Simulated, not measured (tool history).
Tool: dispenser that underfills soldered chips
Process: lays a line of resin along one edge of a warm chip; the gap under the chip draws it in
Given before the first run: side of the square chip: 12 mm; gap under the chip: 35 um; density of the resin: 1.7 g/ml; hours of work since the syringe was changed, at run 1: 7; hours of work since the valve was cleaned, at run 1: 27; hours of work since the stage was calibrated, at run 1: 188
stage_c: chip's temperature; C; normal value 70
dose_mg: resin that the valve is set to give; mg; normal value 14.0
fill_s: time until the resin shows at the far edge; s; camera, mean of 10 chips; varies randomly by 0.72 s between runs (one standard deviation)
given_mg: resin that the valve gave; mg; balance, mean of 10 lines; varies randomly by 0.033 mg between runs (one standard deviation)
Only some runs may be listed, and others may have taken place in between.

run,hour,stage_c,dose_mg,hours of work since the syringe was changed,hours of work since the valve was cleaned,hours of work since the stage was calibrated,fill_s,given_mg
1,0.0,70,14.0,7,27,188,93.4,13.87
# hour 7.3: new syringe of resin
2,8.1,77,14.0,1,33,194,51.9,13.86
3,17.8,77,14.0,7,39,201,71.7,13.87
# hour 24.6: new syringe of resin
4,25.8,70,14.0,1,45,206,70.8,13.83
5,33.9,70,14.0,6,51,212,92.7,13.82
6,40.7,70,14.0,11,55,216,114.7,13.80
# hour 41.8: new syringe of resin
7,46.4,70,14.0,3,59,220,80.1,13.73
8,54.1,70,17.3,9,64,225,100.9,17.00
9,58.0,70,14.0,11,67,228,117.9,13.65
# hour 59.2: new syringe of resin
10,64.1,70,14.0,3,71,232,79.3,13.70
11,70.5,70,14.0,8,76,237,96.8,13.62
# hour 76.5: new syringe of resin
12,78.0,70,14.0,1,81,242,71.2,13.63
13,87.5,83,14.0,8,87,248,59.1,13.64
# hour 93.8: new syringe of resin
14,96.7,70,13.6,2,93,254,73.0,13.24
15,103.9,70,14.0,7,98,259,92.4,13.53
16,110.4,70,14.0,12,103,264,112.9,13.53
# hour 111.4: new syringe of resin
17,115.4,70,14.0,3,106,267,78.1,13.53
18,122.5,58,14.0,8,111,272,164.7,13.46
# hour 129.1: new syringe of resin
# hour 130.1: dispensing valve cleaned and set on the balance
19,133.4,58,14.0,2,2,279,123.9,13.96
20,139.9,71,14.0,7,7,283,91.3,13.92
21,144.7,69,16.7,10,10,287,112.8,16.66
# hour 147.7: new syringe of resin
22,153.5,83,17.3,4,16,293,47.3,17.22
23,162.9,83,17.3,11,23,299,64.7,17.22
# hour 165.3: new syringe of resin
# hour 170.1: stage's temperature calibrated
24,172.8,60,14.0,5,29,2,126.3,13.87
25,176.8,66,13.9,7,31,5,113.5,13.73
# hour 183.8: new syringe of resin
26,186.5,55,12.7,2,38,11,136.6,12.54
27,191.2,55,12.7,5,41,14,162.1,12.53
28,200.0,78,14.0,11,47,21,81.9,13.80
# hour 201.1: new syringe of resin
29,209.6,78,14.0,6,54,27,64.1,13.81
30,214.6,66,14.0,9,57,30,122.9,13.69
# hour 218.2: new syringe of resin
31,222.6,66,14.0,3,63,36,89.1,13.68
32,228.2,67,16.6,7,66,40,103.7,16.19
33,234.0,69,13.3,11,70,44,117.9,13.00
# hour 235.7: new syringe of resin
34,241.3,67,13.3,4,75,49,91.4,12.93
35,246.1,67,13.3,7,79,52,108.3,12.96

Some steps in fill_s, run to run, broken into two amounts with sign: the step expected even without the hidden condition (settings, incoming material, random variation), and the rest, left for the hidden condition together with whatever gauge scatter is not in both the measured and the hidden-condition-free result:
Unlogged tool condition in this case: resin's viscosity, % of fresh resin's; dose that the valve gives, % of what is set; true chip temperature over the reading, C; drift of the gauge itself on fill_s, %; drift of the gauge itself on given_mg, %.
Run 9 -> 10: new syringe of resin. fill_s -38.6 s: hidden state -38.9, all else +0.3.
Run 17 -> 18: stage_c 70 -> 58. fill_s +86.6 s: hidden state +43.7, all else +42.9.
Run 18 -> 19: new syringe of resin, dispensing valve cleaned and set on the balance. fill_s -40.8 s: hidden state -39.4, all else -1.4.
Run 21 -> 22: stage_c 69 -> 83, dose_mg 16.7 -> 17.3, new syringe of resin. fill_s -65.5 s: hidden state -37.2, all else -28.3.
Run 27 -> 28: stage_c 55 -> 78, dose_mg 12.7 -> 14.0. fill_s -80.2 s: hidden state -2.8, all else -77.4.

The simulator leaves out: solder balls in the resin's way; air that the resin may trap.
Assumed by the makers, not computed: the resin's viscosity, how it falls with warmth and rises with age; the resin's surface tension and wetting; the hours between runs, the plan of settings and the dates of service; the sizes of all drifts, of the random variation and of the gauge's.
